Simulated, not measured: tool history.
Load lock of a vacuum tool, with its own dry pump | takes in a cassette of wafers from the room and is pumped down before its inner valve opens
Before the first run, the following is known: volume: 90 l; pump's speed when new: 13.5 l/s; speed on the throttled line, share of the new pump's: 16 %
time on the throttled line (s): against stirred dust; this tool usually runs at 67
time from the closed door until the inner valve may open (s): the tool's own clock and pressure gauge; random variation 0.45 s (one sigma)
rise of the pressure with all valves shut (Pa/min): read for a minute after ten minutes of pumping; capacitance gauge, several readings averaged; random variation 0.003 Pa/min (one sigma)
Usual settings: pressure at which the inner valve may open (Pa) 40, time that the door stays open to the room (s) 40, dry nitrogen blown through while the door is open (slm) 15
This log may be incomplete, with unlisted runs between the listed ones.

run,hour,time on the throttled line (s),pressure at which the inner valve may open (Pa),time that the door stays open to the room (s),dry nitrogen blown through while the door is open (slm),"incoming humidity of the room's air, %",time from the closed door until the inner valve may open (s),rise of the pressure with all valves shut (Pa/min)
1,0.0,67,40,40,15,47.0,108.4,0.014
2,144.0,67,40,40,15,46.9,108.6,0.010
3,250.0,67,40,40,15,47.0,108.0,0.007
4,397.2,67,40,40,15,46.5,108.6,0.016
5,513.7,67,45,40,15,42.9,107.3,0.009
6,600.5,67,45,40,15,48.7,108.4,0.011
7,708.8,67,40,40,15,41.9,109.1,0.016
8,799.0,67,40,40,15,42.3,108.9,0.005
9,929.4,67,40,40,15,49.4,109.0,0.014
10,1033.7,67,40,40,15,41.8,109.1,0.010
11,1111.3,67,40,40,15,44.1,109.1,0.009
12,1211.0,67,40,176,15,44.4,108.3,0.027
13,1273.8,67,40,40,15,43.2,108.1,0.011
14,1353.0,67,40,40,15,41.6,109.0,0.011
15,1449.0,67,40,40,15,47.2,108.3,0.013
16,1527.1,67,40,40,15,43.8,108.4,0.012
17,1631.8,67,40,40,15,46.2,108.4,0.010
18,1720.9,67,40,40,15,41.8,107.8,0.010
19,1846.9,67,40,40,15,41.2,109.4,0.008
20,1943.3,98,52,78,10,44.7,133.6,0.024
21,2038.2,67,40,48,15,46.0,108.8,0.009
22,2180.0,67,35,40,8,45.5,109.6,0.018
23,2262.2,51,30,62,10,48.0,97.4,0.019
24,2346.7,51,30,62,10,47.8,97.3,0.019
25,2468.0,67,40,78,15,43.2,108.8,0.019
26,2618.0,67,40,78,18,46.6,109.3,0.010
27,2681.0,71,40,91,33,45.2,112.4,0.014
28,2778.8,67,40,40,5,47.8,108.6,0.021
29,2843.4,67,40,40,5,47.9,108.8,0.014
30,2968.2,67,40,40,5,45.5,108.6,0.018
31,3099.9,67,40,40,5,42.5,108.8,0.016
32,3189.6,67,40,40,5,43.8,108.6,0.014
33,3293.8,67,40,27,16,47.0,108.3,0.004
34,3380.5,100,60,78,16,43.5,133.4,0.016
35,3452.2,41,40,31,5,40.9,86.8,0.017
36,3573.2,67,40,171,25,42.6,108.9,0.017
37,3652.0,67,44,40,15,45.5,108.3,0.011

Here are 3 independent what-if runs from the current tool condition. What would each one return?
A,3790.7,67,40,234,23,44.4,?,?
B,3790.7,51,40,40,15,42.6,?,?
C,3790.7,36,40,40,15,46.1,?,?

run,time from the closed door until the inner valve may open (s),rise of the pressure with all valves shut (Pa/min)
A,108.8,0.030
B,95.2,0.006
C,82.2,0.012
Stripped of hidden state, with their random variation kept, the same runs would have yielded:
run,time from the closed door until the inner valve may open (s),rise of the pressure with all valves shut (Pa/min)
A,108.7,0.030
B,95.2,0.006
C,82.2,0.012
